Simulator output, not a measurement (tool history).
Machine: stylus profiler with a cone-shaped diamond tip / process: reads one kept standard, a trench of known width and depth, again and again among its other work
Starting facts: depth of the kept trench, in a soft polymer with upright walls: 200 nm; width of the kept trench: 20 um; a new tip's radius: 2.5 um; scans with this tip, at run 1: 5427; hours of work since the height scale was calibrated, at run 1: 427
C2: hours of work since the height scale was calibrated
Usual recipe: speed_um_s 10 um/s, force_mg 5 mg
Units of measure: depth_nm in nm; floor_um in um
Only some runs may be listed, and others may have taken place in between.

{"run": 1, "hour": 0.0, "speed_um_s": 10, "force_mg": 5, "scans with this tip": 5427, "C2": 427, "depth_nm": 202.01, "floor_um": 18.04}
{"run": 2, "hour": 63.7, "speed_um_s": 10, "force_mg": 5, "scans with this tip": 6022, "C2": 474, "depth_nm": 201.94, "floor_um": 18.06}
{"run": 3, "hour": 114.4, "speed_um_s": 10, "force_mg": 7.95, "scans with this tip": 6495, "C2": 511, "depth_nm": 202.8, "floor_um": 18.01}
{"run": 4, "hour": 167.4, "speed_um_s": 10, "force_mg": 5, "scans with this tip": 6990, "C2": 550, "depth_nm": 201.9, "floor_um": 18.04}
{"run": 5, "hour": 253.5, "speed_um_s": 10, "force_mg": 5, "scans with this tip": 7795, "C2": 613, "depth_nm": 202.07, "floor_um": 18.05}
{"run": 6, "hour": 326.9, "speed_um_s": 10, "force_mg": 5, "scans with this tip": 8481, "C2": 667, "depth_nm": 202, "floor_um": 18.02}
{"run": 7, "hour": 400.9, "speed_um_s": 10, "force_mg": 5, "scans with this tip": 9173, "C2": 721, "depth_nm": 202, "floor_um": 18}
{"run": 8, "hour": 453.4, "speed_um_s": 10, "force_mg": 5, "scans with this tip": 9663, "C2": 760, "depth_nm": 202.09, "floor_um": 18.06}
{"run": 9, "hour": 567.8, "speed_um_s": 10, "force_mg": 5, "scans with this tip": 10732, "C2": 844, "depth_nm": 201.92, "floor_um": 18.02}
{"run": 10, "hour": 624.2, "speed_um_s": 10, "force_mg": 5, "scans with this tip": 11258, "C2": 885, "depth_nm": 202.03, "floor_um": 18.04}
{"run": 11, "hour": 687.9, "speed_um_s": 10, "force_mg": 5, "scans with this tip": 11854, "C2": 932, "depth_nm": 201.95, "floor_um": 18}
{"run": 12, "hour": 767.6, "speed_um_s": 10, "force_mg": 5, "scans with this tip": 12598, "C2": 991, "depth_nm": 202.09, "floor_um": 18.03}
{"run": 13, "hour": 857.1, "speed_um_s": 10, "force_mg": 5, "scans with this tip": 13434, "C2": 1057, "depth_nm": 201.97, "floor_um": 18.04}
{"run": 14, "hour": 941.4, "speed_um_s": 10, "force_mg": 5, "scans with this tip": 14222, "C2": 1119, "depth_nm": 202.16, "floor_um": 18.07}
{"run": 15, "hour": 1038.5, "speed_um_s": 10, "force_mg": 5, "scans with this tip": 15129, "C2": 1190, "depth_nm": 202.14, "floor_um": 18.06}
{"run": 16, "hour": 1118.1, "speed_um_s": 18, "force_mg": 5, "scans with this tip": 15873, "C2": 1248, "depth_nm": 202.02, "floor_um": 18.01}
{"run": 17, "hour": 1224.0, "speed_um_s": 18, "force_mg": 5, "scans with this tip": 16863, "C2": 1326, "depth_nm": 202.01, "floor_um": 18}

The next listed run, before its measurement:
{"run": 18, "hour": 1321.1, "speed_um_s": 18, "force_mg": 7.55, "scans with this tip": 17770, "C2": 1398, "depth_nm": "?", "floor_um": "?"}

depth_nm: 202.81 nm
floor_um: 18.02 um
Take away the tool's hidden state, keep the run-to-run variation as it was, and the same run would have given depth_nm 202.81 nm, floor_um 18.03 um.
